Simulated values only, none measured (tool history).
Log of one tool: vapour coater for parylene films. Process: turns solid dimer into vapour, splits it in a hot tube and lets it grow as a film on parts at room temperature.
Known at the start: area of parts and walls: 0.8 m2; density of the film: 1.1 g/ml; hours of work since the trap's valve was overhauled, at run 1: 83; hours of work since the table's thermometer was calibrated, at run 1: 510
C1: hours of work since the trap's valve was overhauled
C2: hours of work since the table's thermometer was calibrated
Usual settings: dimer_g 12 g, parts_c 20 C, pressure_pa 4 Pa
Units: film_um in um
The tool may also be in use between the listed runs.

Run 1, day 0: usual settings; C1 83; C2 510. Result: film_um 7.83 um.
Run 2, day 1.192: usual settings; C1 105; C2 532. Result: film_um 7.77 um.
Run 3, day 3.262: usual settings; C1 143; C2 570. Result: film_um 7.74 um.
Run 4, day 5.492: usual settings; C1 184; C2 611. Result: film_um 7.63 um.
Run 5, day 7.692: usual settings but dimer_g 7 g; C1 225; C2 652. Result: film_um 4.4 um.
Run 6, day 10.188: usual settings but pressure_pa 2.27 Pa; C1 272; C2 698. Result: film_um 8.35 um.
Run 7, day 12.838: usual settings; C1 321; C2 748. Result: film_um 7.44 um.
Run 8, day 14.812: usual settings; C1 357; C2 784. Result: film_um 7.39 um.
Run 9, day 16.617: usual settings; C1 391; C2 818. Result: film_um 7.35 um.
Run 10, day 18.921: usual settings; C1 433; C2 860. Result: film_um 7.31 um.
Run 11, day 21.117: usual settings but pressure_pa 4.25 Pa; C1 474; C2 901. Result: film_um 7.24 um.
Run 12, day 22.675: usual settings but pressure_pa 4.25 Pa; C1 503; C2 930. Result: film_um 7.17 um.
Run 13, day 25.129: usual settings but pressure_pa 4.25 Pa; C1 549; C2 976. Result: film_um 7.12 um.
Run 14, day 27.388: usual settings but parts_c 25 C, pressure_pa 4.25 Pa; C1 590; C2 1017. Result: film_um 6.59 um.
Run 15, day 28.946: usual settings but parts_c 25 C, pressure_pa 4.25 Pa; C1 619; C2 1046. Result: film_um 6.48 um.
At day 29.238: trap's valve overhauled.
Run 16, day 31.129: usual settings but parts_c 25 C, pressure_pa 4.25 Pa; C1 35; C2 1084. Result: film_um 5.85 um.
Run 17, day 32.479: usual settings but parts_c 25 C, pressure_pa 4.25 Pa; C1 60; C2 1109. Result: film_um 5.98 um.
Run 18, day 34.658: usual settings but parts_c 25 C, pressure_pa 4.25 Pa; C1 101; C2 1149. Result: film_um 5.81 um.
Run 19, day 35.738: usual settings but parts_c 25 C, pressure_pa 4.25 Pa; C1 121; C2 1169. Result: film_um 5.81 um.
Run 20, day 38.129: usual settings; C1 165; C2 1214. Result: film_um 6.2 um.
Run 21, day 39.888: usual settings but dimer_g 21 g; C1 198; C2 1246. Result: film_um 10.83 um.
At day 41.325: trap's valve overhauled, once more.
Run 22, day 41.729: usual settings but dimer_g 21 g, pressure_pa 5.77 Pa; C1 7; C2 1277. Result: film_um 13.13 um.
Run 23, day 43.112: usual settings but dimer_g 21 g, pressure_pa 5.77 Pa; C1 33; C2 1303. Result: film_um 13.06 um.
Run 24, day 44.612: usual settings but dimer_g 21 g, pressure_pa 5.77 Pa; C1 61; C2 1331. Result: film_um 13.1 um.
Run 25, day 47.271: usual settings but dimer_g 21 g, pressure_pa 5.77 Pa; C1 110; C2 1380. Result: film_um 13.06 um.
Run 26, day 49.904: usual settings but dimer_g 21 g, pressure_pa 5.77 Pa; C1 159; C2 1429. Result: film_um 12.81 um.
Run 27, day 52.175: usual settings but pressure_pa 9.16 Pa; C1 201; C2 1471. Result: film_um 6.8 um.
Run 28, day 54.8: usual settings but dimer_g 8 g, parts_c 31 C, pressure_pa 2.6 Pa; C1 250; C2 1520. Result: film_um 4.58 um.
Run 29, day 57.238: usual settings but dimer_g 8 g, parts_c 25 C, pressure_pa 4.84 Pa; C1 295; C2 1565. Result: film_um 4.51 um.
Run 30, day 58.404: usual settings but dimer_g 8 g, parts_c 25 C, pressure_pa 4.84 Pa; C1 317; C2 1586. Result: film_um 4.45 um.
Run 31, day 60.988: usual settings but dimer_g 19 g, parts_c 16 C, pressure_pa 6.2 Pa; C1 365; C2 1634. Result: film_um 11.79 um.
Run 32, day 63.433: usual settings but dimer_g 19 g, parts_c 16 C, pressure_pa 6.2 Pa; C1 410; C2 1680. Result: film_um 11.59 um.
Run 33, day 64.683: usual settings but parts_c 15 C, pressure_pa 3.6 Pa; C1 433; C2 1703. Result: film_um 7.94 um.
At day 66.254: table's thermometer calibrated.
Run 34, day 67.317: usual settings but parts_c 15 C, pressure_pa 3.6 Pa; C1 481; C2 20. Result: film_um 7.86 um.
Run 35, day 69.042: usual settings but dimer_g 7 g, parts_c 26 C, pressure_pa 6.93 Pa; C1 513; C2 52. Result: film_um 3.46 um.
Run 36, day 71.45: usual settings but dimer_g 5 g, parts_c 26 C, pressure_pa 8.99 Pa; C1 558; C2 96. Result: film_um 2.41 um.
Run 37, day 73.379: usual settings but dimer_g 17 g, parts_c 15 C, pressure_pa 9.77 Pa; C1 594; C2 132. Result: film_um 9.38 um.
Run 38, day 74.629: usual settings but dimer_g 17 g, parts_c 15 C, pressure_pa 9.77 Pa; C1 617; C2 155. Result: film_um 9.42 um.
Run 39, day 77.283: usual settings but dimer_g 17 g, parts_c 15 C, pressure_pa 9.77 Pa; C1 666; C2 205. Result: film_um 9.2 um.
At day 78.796: trap's valve overhauled.
Run 40, day 79.304: usual settings but dimer_g 17 g, parts_c 22 C, pressure_pa 2.17 Pa; C1 9; C2 239. Result: film_um 12.11 um.
Run 41, day 81.583: usual settings but dimer_g 17 g, parts_c 22 C, pressure_pa 2.17 Pa; C1 52; C2 281. Result: film_um 11.84 um.
Run 42, day 84.167: usual settings but dimer_g 8 g, parts_c 31 C, pressure_pa 2.17 Pa; C1 100; C2 329. Result: film_um 4.8 um.
Run 43, day 85.8: usual settings but dimer_g 8 g, parts_c 31 C, pressure_pa 2.17 Pa; C1 130; C2 359. Result: film_um 4.82 um.
Run 44, day 87.038: usual settings but dimer_g 8 g, parts_c 31 C, pressure_pa 2.17 Pa; C1 153; C2 382. Result: film_um 4.84 um.
Run 45, day 88.258: usual settings but dimer_g 18 g; C1 176; C2 405. Result: film_um 11.52 um.
Run 46, day 89.629: usual settings but dimer_g 11 g, parts_c 23 C, pressure_pa 6.1 Pa; C1 201; C2 430. Result: film_um 6.25 um.
Run 47, day 91.433: usual settings but parts_c 31 C; C1 234; C2 464. Result: film_um 6.35 um.
Run 48, day 93.571: usual settings but dimer_g 19 g, parts_c 16 C, pressure_pa 2.39 Pa; C1 274; C2 504. Result: film_um 13.82 um.

3 ways to go on from here, each from the tool as it stands after run 48. What would each give?
Run A, day 95.783: usual settings but dimer_g 8 g, parts_c 16 C; C1 315; C2 544. Result: film_um ?.
Run B, day 95.783: usual settings but dimer_g 19 g, parts_c 16 C, pressure_pa 4.48 Pa; C1 315; C2 544. Result: film_um ?.
Run C, day 95.783: usual settings but dimer_g 10 g, parts_c 16 C, pressure_pa 2.85 Pa; C1 315; C2 544. Result: film_um ?.

run  film_um
  A     5.33
  B    12.42
  C     6.97
Without the tool's hidden state the same runs would have given:
run  film_um
  A     5.66
  B    13.19
  C      7.4
